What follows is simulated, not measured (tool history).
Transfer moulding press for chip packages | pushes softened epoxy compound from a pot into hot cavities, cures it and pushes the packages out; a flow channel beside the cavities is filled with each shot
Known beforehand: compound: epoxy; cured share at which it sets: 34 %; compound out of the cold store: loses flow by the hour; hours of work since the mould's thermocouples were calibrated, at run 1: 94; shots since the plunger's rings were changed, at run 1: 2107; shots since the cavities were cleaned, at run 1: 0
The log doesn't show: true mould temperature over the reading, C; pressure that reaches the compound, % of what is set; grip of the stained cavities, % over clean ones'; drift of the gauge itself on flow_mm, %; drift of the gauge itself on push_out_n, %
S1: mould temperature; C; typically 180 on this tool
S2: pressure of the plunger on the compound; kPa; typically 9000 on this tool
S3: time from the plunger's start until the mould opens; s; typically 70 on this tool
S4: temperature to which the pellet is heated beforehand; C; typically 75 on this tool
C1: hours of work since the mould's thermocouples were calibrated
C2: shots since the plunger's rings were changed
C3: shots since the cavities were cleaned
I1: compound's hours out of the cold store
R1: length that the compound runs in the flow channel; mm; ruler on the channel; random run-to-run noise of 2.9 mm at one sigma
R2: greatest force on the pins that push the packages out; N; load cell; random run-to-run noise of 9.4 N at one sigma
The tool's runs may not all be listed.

run	day	S1	S2	S3	S4	C1	C2	C3	I1	R1	R2
1	0.000	180	9000	70	75	94	2107	0	23.2	567	406
2	1.654	180	9000	70	75	113	2538	431	28.6	554	618
# day 1.862: plunger's sealing rings changed
# day 1.925: cavities cleaned with cleaning compound and waxed
3	3.267	180	9000	70	75	130	350	350	10.2	602	870
# day 3.762: cavities cleaned with cleaning compound and waxed
4	4.233	180	9000	70	75	141	587	124	12.8	600	519
# day 5.612: cavities cleaned with cleaning compound and waxed
# day 5.950: cavities cleaned with cleaning compound and waxed, once more
5	5.950	180	9000	70	65	159	1002	0	25.5	569	401
6	7.588	180	9000	70	65	178	1428	426	41.4	542	649
# day 7.762: cavities cleaned with cleaning compound and waxed
7	9.154	180	9000	70	75	196	1821	363	24.9	561	611
# day 9.562: cavities cleaned with cleaning compound and waxed
8	10.438	180	9000	70	75	210	2139	228	31.7	554	550
# day 11.417: cavities cleaned with cleaning compound and waxed
9	11.975	180	8520	70	75	227	2523	145	36.3	528	511
# day 12.250: plunger's sealing rings changed
10	13.146	180	8520	70	75	239	232	423	39.5	538	625
# day 13.362: cavities cleaned with cleaning compound and waxed
11	14.229	180	8520	70	75	251	499	226	31.8	554	541
# day 15.162: cavities cleaned with cleaning compound and waxed
12	15.162	180	8520	70	75	261	726	0	22.9	558	412
13	16.121	180	8520	70	75	272	976	250	41.1	532	563
# day 16.992: cavities cleaned with cleaning compound and waxed
14	16.992	175	7780	54	72	282	1187	0	35.9	528	1030
15	18.488	175	7780	54	72	299	1577	390	32.4	532	1608
# day 18.796: cavities cleaned with cleaning compound and waxed
16	20.150	183	9000	74	75	318	1994	352	43.0	533	462
# day 20.642: cavities cleaned with cleaning compound and waxed
17	20.958	173	6820	73	69	327	2189	83	46.0	479	768
# day 22.538: plunger's sealing rings changed
# day 22.600: cavities cleaned with cleaning compound and waxed
18	22.817	180	10040	50	81	346	57	57	11.7	642	989
19	24.238	176	10040	57	71	363	428	428	18.9	638	1425
# day 24.433: cavities cleaned with cleaning compound and waxed
20	25.621	174	9530	57	71	378	772	309	32.9	601	1479
# day 26.296: cavities cleaned with cleaning compound and waxed
21	27.396	174	9530	57	71	398	1219	287	44.8	572	1336
# day 28.129: cavities cleaned with cleaning compound and waxed
22	28.192	182	7750	62	77	407	1410	16	27.9	522	478
23	29.808	182	7750	62	77	425	1832	438	10.2	543	720
# day 30.038: cavities cleaned with cleaning compound and waxed
24	30.971	182	7750	62	77	438	2118	243	30.3	510	608
25	31.742	182	7750	62	77	447	2319	444	38.8	499	690
# day 31.950: cavities cleaned with cleaning compound and waxed
# day 32.925: plunger's sealing rings changed
26	33.638	180	9490	106	66	467	186	413	24.8	593	430

5 options for the next run, each taken on its own from the tool as it stands now. Forecast them:
# day 33.912: cavities cleaned with cleaning compound and waxed
A	34.625	186	9490	106	66	478	427	185	25.5	?	?
# day 33.912: cavities cleaned with cleaning compound and waxed
B	34.625	180	9490	106	79	478	427	185	16.0	?	?
# day 33.912: cavities cleaned with cleaning compound and waxed
C	34.625	183	6880	106	66	478	427	185	23.2	?	?
# day 33.912: cavities cleaned with cleaning compound and waxed
D	34.625	180	9390	106	66	478	427	185	15.3	?	?
# day 33.912: cavities cleaned with cleaning compound and waxed
E	34.625	180	9060	70	75	478	427	185	34.2	?	?

run	R1	R2
A	573	373
B	604	355
C	502	369
D	609	369
E	565	513
Without the tool's unlogged condition, the same runs would have read:
run	R1	R2
A	579	279
B	611	266
C	507	277
D	615	279
E	571	401
